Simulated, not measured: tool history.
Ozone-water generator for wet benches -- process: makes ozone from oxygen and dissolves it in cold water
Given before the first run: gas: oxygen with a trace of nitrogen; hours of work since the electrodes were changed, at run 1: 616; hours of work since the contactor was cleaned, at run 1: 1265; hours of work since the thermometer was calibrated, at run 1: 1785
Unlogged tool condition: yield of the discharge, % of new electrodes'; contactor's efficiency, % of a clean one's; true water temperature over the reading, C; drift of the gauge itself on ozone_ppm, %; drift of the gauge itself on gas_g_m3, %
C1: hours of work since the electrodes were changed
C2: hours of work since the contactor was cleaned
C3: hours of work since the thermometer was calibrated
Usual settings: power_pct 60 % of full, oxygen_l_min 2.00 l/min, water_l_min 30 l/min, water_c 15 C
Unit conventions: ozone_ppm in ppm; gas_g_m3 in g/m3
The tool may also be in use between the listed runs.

Run 1, hour 0.0: usual settings; C1 616; C2 1265; C3 1785. Result: ozone_ppm 8.5 ppm, gas_g_m3 182.5 g/m3.
Run 2, hour 26.8: usual settings; C1 640; C2 1289; C3 1809. Result: ozone_ppm 8.1 ppm, gas_g_m3 183.1 g/m3.
Run 3, hour 54.5: usual settings; C1 665; C2 1314; C3 1833. Result: ozone_ppm 8.4 ppm, gas_g_m3 180.8 g/m3.
Run 4, hour 87.2: usual settings but power_pct 66 % of full; C1 694; C2 1343; C3 1863. Result: ozone_ppm 8.9 ppm, gas_g_m3 194.5 g/m3.
Run 5, hour 111.6: usual settings but power_pct 66 % of full; C1 716; C2 1365; C3 1885. Result: ozone_ppm 9.0 ppm, gas_g_m3 195.8 g/m3.
Run 6, hour 131.0: usual settings but power_pct 66 % of full; C1 733; C2 1382; C3 1902. Result: ozone_ppm 8.9 ppm, gas_g_m3 193.9 g/m3.
Run 7, hour 155.8: usual settings; C1 755; C2 1405; C3 1924. Result: ozone_ppm 8.4 ppm, gas_g_m3 182.2 g/m3.
Run 8, hour 180.2: usual settings; C1 777; C2 1427; C3 1946. Result: ozone_ppm 8.3 ppm, gas_g_m3 181.3 g/m3.
Run 9, hour 208.6: usual settings; C1 803; C2 1452; C3 1971. Result: ozone_ppm 8.3 ppm, gas_g_m3 181.0 g/m3.
Run 10, hour 243.0: usual settings; C1 833; C2 1483; C3 2002. Result: ozone_ppm 8.0 ppm, gas_g_m3 182.8 g/m3.
Run 11, hour 263.0: usual settings; C1 851; C2 1501; C3 2020. Result: ozone_ppm 8.3 ppm, gas_g_m3 181.8 g/m3.
Run 12, hour 278.5: usual settings; C1 865; C2 1515; C3 2034. Result: ozone_ppm 8.4 ppm, gas_g_m3 182.9 g/m3.
Run 13, hour 310.8: usual settings; C1 894; C2 1543; C3 2063. Result: ozone_ppm 8.3 ppm, gas_g_m3 181.6 g/m3.
Run 14, hour 343.1: usual settings; C1 923; C2 1572; C3 2092. Result: ozone_ppm 8.3 ppm, gas_g_m3 182.1 g/m3.
Run 15, hour 361.3: usual settings; C1 939; C2 1589; C3 2108. Result: ozone_ppm 8.1 ppm, gas_g_m3 180.2 g/m3.
Run 16, hour 394.2: usual settings; C1 969; C2 1618; C3 2138. Result: ozone_ppm 8.3 ppm, gas_g_m3 182.0 g/m3.
Run 17, hour 423.2: usual settings but oxygen_l_min 1.75 l/min, water_l_min 21 l/min; C1 995; C2 1644; C3 2164. Result: ozone_ppm 11.6 ppm, gas_g_m3 192.2 g/m3.
Run 18, hour 451.8: usual settings but power_pct 42 % of full, water_c 21 C; C1 1020; C2 1670; C3 2189. Result: ozone_ppm 6.1 ppm, gas_g_m3 143.3 g/m3.
Run 19, hour 482.5: usual settings but power_pct 42 % of full, water_c 21 C; C1 1048; C2 1697; C3 2217. Result: ozone_ppm 6.3 ppm, gas_g_m3 141.6 g/m3.
Run 20, hour 501.2: usual settings but power_pct 42 % of full, water_c 21 C; C1 1065; C2 1714; C3 2234. Result: ozone_ppm 6.1 ppm, gas_g_m3 143.4 g/m3.
Run 21, hour 532.3: usual settings but oxygen_l_min 2.06 l/min, water_l_min 20 l/min; C1 1093; C2 1742; C3 2261. Result: ozone_ppm 12.6 ppm, gas_g_m3 177.6 g/m3.
Run 22, hour 559.4: usual settings but oxygen_l_min 2.06 l/min, water_l_min 20 l/min; C1 1117; C2 1766; C3 2286. Result: ozone_ppm 12.7 ppm, gas_g_m3 180.3 g/m3.
Run 23, hour 580.1: usual settings but power_pct 87 % of full, oxygen_l_min 2.06 l/min, water_l_min 45 l/min; C1 1135; C2 1785; C3 2304. Result: ozone_ppm 6.7 ppm, gas_g_m3 231.3 g/m3.
Run 24, hour 595.9: usual settings but power_pct 87 % of full, oxygen_l_min 2.06 l/min, water_l_min 45 l/min; C1 1150; C2 1799; C3 2318. Result: ozone_ppm 6.7 ppm, gas_g_m3 231.2 g/m3.
Run 25, hour 626.4: usual settings but power_pct 47 % of full, water_l_min 29 l/min, water_c 11 C; C1 1177; C2 1826; C3 2346. Result: ozone_ppm 7.3 ppm, gas_g_m3 152.5 g/m3.
Run 26, hour 659.5: usual settings but power_pct 47 % of full, water_l_min 29 l/min, water_c 10 C; C1 1206; C2 1856; C3 2375. Result: ozone_ppm 7.3 ppm, gas_g_m3 154.6 g/m3.
Run 27, hour 679.8: usual settings but power_pct 47 % of full, water_l_min 29 l/min, water_c 10 C; C1 1225; C2 1874; C3 2394. Result: ozone_ppm 7.4 ppm, gas_g_m3 153.8 g/m3.
Run 28, hour 702.3: usual settings but power_pct 62 % of full, water_l_min 31 l/min, water_c 9 C; C1 1245; C2 1894; C3 2414. Result: ozone_ppm 8.3 ppm, gas_g_m3 187.7 g/m3.
Run 29, hour 730.9: usual settings but power_pct 62 % of full, water_l_min 45 l/min, water_c 21 C; C1 1270; C2 1920; C3 2439. Result: ozone_ppm 5.1 ppm, gas_g_m3 185.8 g/m3.
Run 30, hour 751.2: usual settings but water_c 23 C; C1 1289; C2 1938; C3 2458. Result: ozone_ppm 8.1 ppm, gas_g_m3 182.4 g/m3.
Run 31, hour 774.5: usual settings but water_c 23 C; C1 1309; C2 1959; C3 2478. Result: ozone_ppm 7.9 ppm, gas_g_m3 182.0 g/m3.
Run 32, hour 795.6: usual settings but power_pct 81 % of full, oxygen_l_min 2.68 l/min, water_l_min 23 l/min, water_c 12 C; C1 1328; C2 1978; C3 2497. Result: ozone_ppm 14.8 ppm, gas_g_m3 190.7 g/m3.

4 options for the next run, each taken on its own from the tool as it stands now. Forecast them:
Run A, hour 816.2: usual settings but power_pct 89 % of full, oxygen_l_min 3.43 l/min, water_c 14 C; C1 1347; C2 1996; C3 2516. Result: ozone_ppm ?, gas_g_m3 ?.
Run B, hour 816.2: usual settings but power_pct 80 % of full, oxygen_l_min 1.39 l/min, water_l_min 23 l/min; C1 1347; C2 1996; C3 2516. Result: ozone_ppm ?, gas_g_m3 ?.
Run C, hour 816.2: usual settings but power_pct 81 % of full, oxygen_l_min 2.68 l/min, water_l_min 40 l/min; C1 1347; C2 1996; C3 2516. Result: ozone_ppm ?, gas_g_m3 ?.
Run D, hour 816.2: usual settings but power_pct 81 % of full, oxygen_l_min 2.68 l/min, water_l_min 20 l/min, water_c 12 C; C1 1347; C2 1996; C3 2516. Result: ozone_ppm ?, gas_g_m3 ?.

run  ozone_ppm  gas_g_m3
  A       12.7     178.0
  B       11.8     266.5
  C        8.1     191.1
  D       16.8     190.6
With the hidden condition removed and each run's random variation left untouched, the same runs would have given:
run  ozone_ppm  gas_g_m3
  A       13.1     181.8
  B       12.2     271.8
  C        8.4     195.0
  D       17.3     194.4

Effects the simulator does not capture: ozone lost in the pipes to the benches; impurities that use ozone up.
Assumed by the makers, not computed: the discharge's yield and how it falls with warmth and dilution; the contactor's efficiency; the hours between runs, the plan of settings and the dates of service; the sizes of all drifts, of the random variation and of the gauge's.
